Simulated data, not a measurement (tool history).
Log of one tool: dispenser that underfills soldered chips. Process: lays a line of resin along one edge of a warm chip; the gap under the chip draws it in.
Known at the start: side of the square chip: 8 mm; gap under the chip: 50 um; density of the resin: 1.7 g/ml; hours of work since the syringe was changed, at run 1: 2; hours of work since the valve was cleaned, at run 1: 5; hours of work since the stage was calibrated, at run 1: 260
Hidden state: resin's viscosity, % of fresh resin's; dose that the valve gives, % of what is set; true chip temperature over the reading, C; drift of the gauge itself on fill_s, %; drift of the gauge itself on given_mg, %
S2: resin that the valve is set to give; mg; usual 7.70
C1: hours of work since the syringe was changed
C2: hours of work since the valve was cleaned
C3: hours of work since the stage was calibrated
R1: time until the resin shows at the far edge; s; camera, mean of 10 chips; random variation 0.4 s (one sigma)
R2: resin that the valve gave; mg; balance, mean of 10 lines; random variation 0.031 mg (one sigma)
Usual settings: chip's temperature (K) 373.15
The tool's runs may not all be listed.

{"run": 1, "hour": 0.0, "chip's temperature (K)": 373.15, "S2": 7.7, "C1": 2, "C2": 5, "C3": 260, "R1": 29.4, "R2": 7.66}
{"hour": 5.1, "done": "new syringe of resin"}
{"run": 2, "hour": 9.2, "chip's temperature (K)": 373.15, "S2": 7.7, "C1": 3, "C2": 11, "C3": 266, "R1": 31.5, "R2": 7.64}
{"hour": 14.0, "done": "new syringe of resin"}
{"run": 3, "hour": 18.3, "chip's temperature (K)": 373.15, "S2": 7.7, "C1": 3, "C2": 17, "C3": 272, "R1": 31.0, "R2": 7.62}
{"hour": 22.9, "done": "new syringe of resin"}
{"run": 4, "hour": 27.5, "chip's temperature (K)": 373.15, "S2": 9.68, "C1": 3, "C2": 23, "C3": 278, "R1": 31.6, "R2": 9.58}
{"hour": 30.9, "done": "new syringe of resin"}
{"hour": 38.8, "done": "new syringe of resin"}
{"run": 5, "hour": 42.0, "chip's temperature (K)": 373.15, "S2": 9.68, "C1": 2, "C2": 32, "C3": 288, "R1": 28.0, "R2": 9.62}
{"hour": 47.6, "done": "new syringe of resin"}
{"run": 6, "hour": 54.4, "chip's temperature (K)": 373.15, "S2": 7.7, "C1": 5, "C2": 41, "C3": 296, "R1": 36.0, "R2": 7.57}
{"hour": 55.9, "done": "new syringe of resin"}
{"run": 7, "hour": 60.5, "chip's temperature (K)": 373.15, "S2": 7.7, "C1": 3, "C2": 45, "C3": 300, "R1": 32.5, "R2": 7.51}
{"hour": 63.9, "done": "new syringe of resin"}
{"hour": 71.8, "done": "new syringe of resin"}
{"run": 8, "hour": 72.9, "chip's temperature (K)": 373.15, "S2": 7.7, "C1": 1, "C2": 53, "C3": 308, "R1": 26.2, "R2": 7.6}
{"hour": 80.2, "done": "new syringe of resin"}
{"hour": 81.2, "done": "dispensing valve cleaned and set on the balance"}
{"run": 9, "hour": 83.4, "chip's temperature (K)": 373.15, "S2": 7.7, "C1": 2, "C2": 2, "C3": 314, "R1": 27.5, "R2": 7.7}
{"hour": 89.7, "done": "new syringe of resin"}
{"hour": 92.8, "done": "stage's temperature calibrated"}
{"run": 10, "hour": 95.8, "chip's temperature (K)": 382.15, "S2": 7.7, "C1": 4, "C2": 9, "C3": 2, "R1": 25.2, "R2": 7.62}
{"hour": 99.3, "done": "new syringe of resin"}
{"run": 11, "hour": 103.0, "chip's temperature (K)": 382.15, "S2": 7.7, "C1": 2, "C2": 14, "C3": 7, "R1": 22.7, "R2": 7.72}
{"hour": 107.6, "done": "new syringe of resin"}
{"run": 12, "hour": 112.5, "chip's temperature (K)": 382.15, "S2": 7.7, "C1": 3, "C2": 20, "C3": 13, "R1": 24.2, "R2": 7.68}
{"hour": 116.3, "done": "new syringe of resin"}
{"hour": 124.6, "done": "new syringe of resin"}
{"run": 13, "hour": 124.6, "chip's temperature (K)": 382.15, "S2": 9.77, "C1": 0, "C2": 28, "C3": 21, "R1": 17.7, "R2": 9.67}
{"hour": 133.3, "done": "new syringe of resin"}
{"run": 14, "hour": 134.1, "chip's temperature (K)": 387.15, "S2": 7.7, "C1": 1, "C2": 34, "C3": 27, "R1": 15.5, "R2": 7.59}
{"hour": 141.6, "done": "new syringe of resin"}
{"run": 15, "hour": 141.8, "chip's temperature (K)": 387.15, "S2": 7.7, "C1": 0, "C2": 39, "C3": 32, "R1": 14.9, "R2": 7.65}
{"hour": 149.6, "done": "new syringe of resin"}
{"run": 16, "hour": 149.7, "chip's temperature (K)": 387.15, "S2": 7.7, "C1": 0, "C2": 45, "C3": 37, "R1": 14.6, "R2": 7.65}
{"hour": 158.6, "done": "new syringe of resin"}
{"run": 17, "hour": 161.6, "chip's temperature (K)": 387.15, "S2": 7.7, "C1": 2, "C2": 52, "C3": 45, "R1": 17.6, "R2": 7.58}
{"hour": 167.1, "done": "new syringe of resin"}
{"hour": 169.9, "done": "dispensing valve cleaned and set on the balance"}
{"run": 18, "hour": 174.0, "chip's temperature (K)": 381.15, "S2": 7.36, "C1": 4, "C2": 3, "C3": 53, "R1": 27.6, "R2": 7.34}

The next listed run, before its measurement:
{"hour": 176.9, "done": "new syringe of resin"}
{"run": 19, "hour": 183.8, "chip's temperature (K)": 380.15, "S2": 6.98, "C1": 5, "C2": 9, "C3": 60, "R1": "?", "R2": "?"}

Run 19 gave R1 30.3 s, R2 6.93 mg.
Without the tool's hidden state the same run would have given R1 20.2 s, R2 6.96 mg.

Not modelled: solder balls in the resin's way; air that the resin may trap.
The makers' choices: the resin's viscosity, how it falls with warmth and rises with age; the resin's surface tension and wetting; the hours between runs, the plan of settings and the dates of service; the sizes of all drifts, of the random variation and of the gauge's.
